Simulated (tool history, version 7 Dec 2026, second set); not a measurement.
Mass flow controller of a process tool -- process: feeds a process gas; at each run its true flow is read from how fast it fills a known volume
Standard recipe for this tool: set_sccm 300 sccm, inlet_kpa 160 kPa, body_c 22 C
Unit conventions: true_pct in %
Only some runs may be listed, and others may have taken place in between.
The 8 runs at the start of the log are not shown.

| run | hour | set_sccm | inlet_kpa | body_c | hours of work since the controller was set to zero | hours of work since the controller was changed | true_pct |
|---|---|---|---|---|---|---|---|
| 9 | 1412.5 | 300 | 149 | 22 | 963 | 963 | 98.77 |
| 10 | 1630.8 | 300 | 160 | 20 | 1106 | 1106 | 98.74 |
| 11 | 1815.0 | 300 | 160 | 20 | 1226 | 1226 | 98.73 |
| 12 | 2015.7 | 300 | 160 | 21 | 1357 | 1357 | 98.59 |
| 13 | 2156.2 | 300 | 218 | 22 | 1448 | 1448 | 98.23 |
| 14 | 2395.6 | 307 | 160 | 22 | 1604 | 1604 | 98.42 |
| 15 | 2637.1 | 307 | 160 | 22 | 1762 | 1762 | 98.37 |
| 16 | 2819.6 | 71 | 160 | 22 | 1881 | 1881 | 96.79 |
| 17 | 3067.4 | 71 | 160 | 22 | 2042 | 2042 | 96.79 |
| 18 | 3275.6 | 312 | 205 | 34 | 2178 | 2178 | 97.26 |
| 19 | 3436.4 | 122 | 180 | 34 | 2283 | 2283 | 96.30 |
| 20 | 3681.2 | 122 | 265 | 35 | 2442 | 2442 | 95.69 |
| 21 | 3794.3 | 370 | 160 | 38 | 2516 | 2516 | 97.41 |
| 22 | 3942.5 | 370 | 160 | 36 | 2612 | 2612 | 97.55 |
| 23 | 4159.4 | 370 | 161 | 39 | 2754 | 2754 | 97.35 |
| 24 | 4366.7 | 221 | 183 | 22 | 2889 | 2889 | 97.07 |
| 25 | 4607.3 | 57 | 142 | 22 | 3046 | 3046 | 96.37 |
| 26 | 4766.4 | 185 | 160 | 22 | 3149 | 3149 | 96.81 |
| 27 | 4896.1 | 185 | 160 | 22 | 3234 | 3234 | 96.74 |
| 28 | 5134.2 | 185 | 160 | 22 | 3389 | 3389 | 96.72 |
| 29 | 5244.3 | 127 | 160 | 32 | 3461 | 3461 | 95.80 |
| 30 | 5427.1 | 127 | 160 | 32 | 3580 | 3580 | 95.78 |
| 31 | 5570.6 | 127 | 235 | 32 | 3674 | 3674 | 95.43 |
|  | 5741.3 | gauge calibrated |
| 32 | 5753.9 | 64 | 232 | 35 | 3793 | 3793 | 96.73 |
| 33 | 5973.9 | 64 | 232 | 35 | 3936 | 3936 | 96.57 |

Branching from run 33: 3 alternative next runs. What would each branch give?
| A | 6129.6 | 85 | 156 | 35 | 4038 | 4038 | ? |
| B | 6129.6 | 51 | 165 | 22 | 4038 | 4038 | ? |
| C | 6129.6 | 300 | 163 | 29 | 4038 | 4038 | ? |

| run | true_pct |
|---|---|
| A | 97.08 |
| B | 97.53 |
| C | 98.65 |
What these runs would have given with no unlogged condition in the tool:
| run | true_pct |
|---|---|
| A | 97.22 |
| B | 97.68 |
| C | 98.80 |

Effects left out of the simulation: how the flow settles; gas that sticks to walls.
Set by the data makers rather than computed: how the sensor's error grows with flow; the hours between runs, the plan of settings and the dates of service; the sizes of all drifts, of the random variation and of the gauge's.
